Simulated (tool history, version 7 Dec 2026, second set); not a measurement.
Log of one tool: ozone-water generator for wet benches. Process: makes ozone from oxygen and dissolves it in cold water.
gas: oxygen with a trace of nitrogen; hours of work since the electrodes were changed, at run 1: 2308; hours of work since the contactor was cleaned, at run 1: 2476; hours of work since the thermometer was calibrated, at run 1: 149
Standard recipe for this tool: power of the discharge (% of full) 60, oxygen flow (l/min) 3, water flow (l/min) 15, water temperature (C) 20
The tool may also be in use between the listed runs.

| run | hour | power of the discharge (% of full) | oxygen flow (l/min) | water flow (l/min) | water temperature (C) | hours of work since the electrodes were changed | hours of work since the contactor was cleaned | hours of work since the thermometer was calibrated | dissolved ozone (ppm) | ozone in the gas ahead of the water (g/m3) |
|---|---|---|---|---|---|---|---|---|---|---|
| 1 | 0 | 60 | 3 | 15 | 20 | 2308 | 2476 | 149 | 22.9 | 233.7 |
| 2 | 96.4 | 60 | 3.12 | 15 | 20 | 2394 | 2562 | 235 | 22.9 | 230.4 |
| 3 | 162.5 | 60 | 3.12 | 15 | 20 | 2454 | 2622 | 295 | 23.2 | 230.2 |
| 4 | 267.9 | 60 | 3.12 | 15 | 20 | 2548 | 2716 | 389 | 23.1 | 231.6 |
| 5 | 344.6 | 60 | 3.12 | 15 | 20 | 2617 | 2785 | 458 | 23 | 228.1 |
| 6 | 461.7 | 60 | 3.12 | 15 | 20 | 2722 | 2890 | 563 | 22.8 | 231.1 |
| 7 | 523.2 | 60 | 3 | 15 | 20 | 2777 | 2946 | 619 | 22.8 | 236.3 |
| 8 | 641.3 | 60 | 3 | 15 | 20 | 2883 | 3052 | 725 | 22.7 | 232.9 |
| 9 | 726.3 | 57 | 4.14 | 11 | 15 | 2960 | 3128 | 801 | 30.3 | 198.2 |
| 10 | 825.6 | 47 | 2.49 | 11 | 15 | 3049 | 3217 | 890 | 23.4 | 198 |
| 11 | 896.1 | 47 | 2.49 | 11 | 15 | 3112 | 3280 | 953 | 23.2 | 198.6 |
| 12 | 1006.3 | 47 | 2 | 11 | 17 | 3211 | 3379 | 1052 | 21.8 | 216.1 |
| 13 | 1077.9 | 63 | 3.13 | 15 | 14 | 3275 | 3444 | 1117 | 26 | 238.3 |

What would each run have given without the hidden state, its run-to-run variation left as it was?
Hidden state at play: yield of the discharge, % of new electrodes'; contactor's efficiency, % of a clean one's; true water temperature over the reading, C; drift of the gauge itself on ozone_ppm, %; drift of the gauge itself on gas_g_m3, %.
| run | ozone in the gas ahead of the water (g/m3) |
|---|---|
| 1 | 233.8 |
| 2 | 230.8 |
| 3 | 230.6 |
| 4 | 232.3 |
| 5 | 228.9 |
| 6 | 232.2 |
| 7 | 237.5 |
| 8 | 234.4 |
| 9 | 199.5 |
| 10 | 199.5 |
| 11 | 200.2 |
| 12 | 218 |
| 13 | 240.7 |
dissolved ozone (ppm) without the hidden state stays within 0.1 of what was measured, in all runs.
